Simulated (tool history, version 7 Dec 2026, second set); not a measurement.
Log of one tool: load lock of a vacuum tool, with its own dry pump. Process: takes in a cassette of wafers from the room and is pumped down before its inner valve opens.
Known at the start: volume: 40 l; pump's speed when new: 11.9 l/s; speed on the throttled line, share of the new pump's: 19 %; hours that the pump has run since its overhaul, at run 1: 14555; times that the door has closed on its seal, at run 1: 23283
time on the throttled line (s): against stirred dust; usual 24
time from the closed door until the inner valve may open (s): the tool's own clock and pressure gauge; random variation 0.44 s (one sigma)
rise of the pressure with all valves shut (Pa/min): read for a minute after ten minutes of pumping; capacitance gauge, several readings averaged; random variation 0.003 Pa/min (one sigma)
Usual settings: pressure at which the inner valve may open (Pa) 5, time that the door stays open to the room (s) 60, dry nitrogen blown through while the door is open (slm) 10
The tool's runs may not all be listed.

run	hour	time on the throttled line (s)	pressure at which the inner valve may open (Pa)	time that the door stays open to the room (s)	dry nitrogen blown through while the door is open (slm)	hours that the pump has run since its overhaul	times that the door has closed on its seal	incoming humidity of the room's air, %	time from the closed door until the inner valve may open (s)	rise of the pressure with all valves shut (Pa/min)
1	0.0	24	5	60	10	14555	23283	44.5	58.0	0.126
2	396.5	24	5	60	10	14951	24731	46.5	58.9	0.136
3	700.4	24	5	60	10	15255	25841	45.3	56.8	0.140
4	1100.2	24	5	60	10	15655	27302	46.4	58.7	0.148
5	1597.8	24	5	60	10	16153	29119	48.1	58.1	0.162
6	1881.9	24	5	60	10	16437	30157	49.2	58.1	0.166
7	2223.0	24	5	60	10	16778	31403	47.4	58.8	0.169
8	2653.8	24	5	60	8	17209	32976	46.6	59.0	0.179
9	3060.0	24	5	60	8	17615	34460	42.0	58.7	0.189
10	3366.6	24	5	60	8	17921	35580	43.5	59.2	0.197
11	3734.9	24	5	60	8	18290	36925	45.3	58.9	0.211
12	4172.7	24	5	60	27	18728	38524	49.6	59.8	0.208
13	4525.7	24	5	60	27	19080	39813	44.0	59.9	0.216
14	4985.4	24	5	120	10	19540	41492	47.9	59.8	0.259
15	5553.5	24	5	120	10	20108	43568	44.0	61.1	0.269
16	5902.5	24	5	120	10	20457	44842	47.9	59.9	0.290
17	6442.2	12	5	60	10	20997	46813	46.7	50.0	0.286
# hour 6812.2: door's seal changed, seat wiped
18	7014.3	12	5	60	10	21568	739	45.3	51.7	0.045
19	7372.2	12	5	60	10	21925	2046	42.0	52.0	0.046
20	7744.3	12	5	60	10	22298	3405	41.7	51.1	0.052
21	8072.4	20	5	165	10	22626	4603	44.5	58.4	0.084
22	8584.8	20	5	114	8	23138	6475	45.2	58.4	0.082
23	8907.1	20	5	114	8	23460	7652	42.9	57.6	0.080
24	9460.9	20	5	114	8	24014	9675	44.6	58.7	0.088
25	9858.2	20	5	114	8	24411	11126	42.4	58.4	0.086
# hour 10072.1: dry pump taken out, an overhauled one fitted
26	10386.8	20	5	114	8	315	13035	44.3	49.5	0.099
27	10711.9	36	8	68	32	640	14222	44.3	60.8	0.068
28	10986.0	36	8	68	32	914	15223	42.8	61.2	0.072
29	11266.3	24	5	202	10	1194	16247	43.1	52.9	0.124
30	11511.0	24	5	202	10	1439	17141	46.7	53.3	0.136
31	11804.7	24	5	60	7	1733	18214	44.7	53.6	0.099
32	12325.4	16	5	60	4	2253	20116	47.9	47.9	0.119
33	12595.1	14	5	60	10	2523	21101	47.0	45.9	0.114
34	12906.6	19	6	100	7	2835	22239	45.9	49.5	0.131
35	13144.8	33	6	100	7	3073	23109	45.8	60.0	0.132
36	13506.1	13	6	39	10	3434	24428	45.7	44.7	0.114
37	13792.9	24	9	60	42	3721	25476	49.9	52.3	0.109
38	14271.7	24	9	60	42	4200	27225	44.3	51.2	0.127

3 ways to go on from here, each from the tool as it stands after run 38. What would each give?
A	14547.6	12	5	60	8	4476	28233	41.7	?	?
B	14547.6	22	5	60	10	4476	28233	46.5	?	?
C	14547.6	17	5	60	7	4476	28233	45.6	?	?

run	time from the closed door until the inner valve may open (s)	rise of the pressure with all valves shut (Pa/min)
A	44.5	0.143
B	51.8	0.145
C	49.1	0.153
Without the tool's hidden state the same runs would have given:
run	time from the closed door until the inner valve may open (s)	rise of the pressure with all valves shut (Pa/min)
A	43.2	0.041
B	50.5	0.044
C	47.8	0.052

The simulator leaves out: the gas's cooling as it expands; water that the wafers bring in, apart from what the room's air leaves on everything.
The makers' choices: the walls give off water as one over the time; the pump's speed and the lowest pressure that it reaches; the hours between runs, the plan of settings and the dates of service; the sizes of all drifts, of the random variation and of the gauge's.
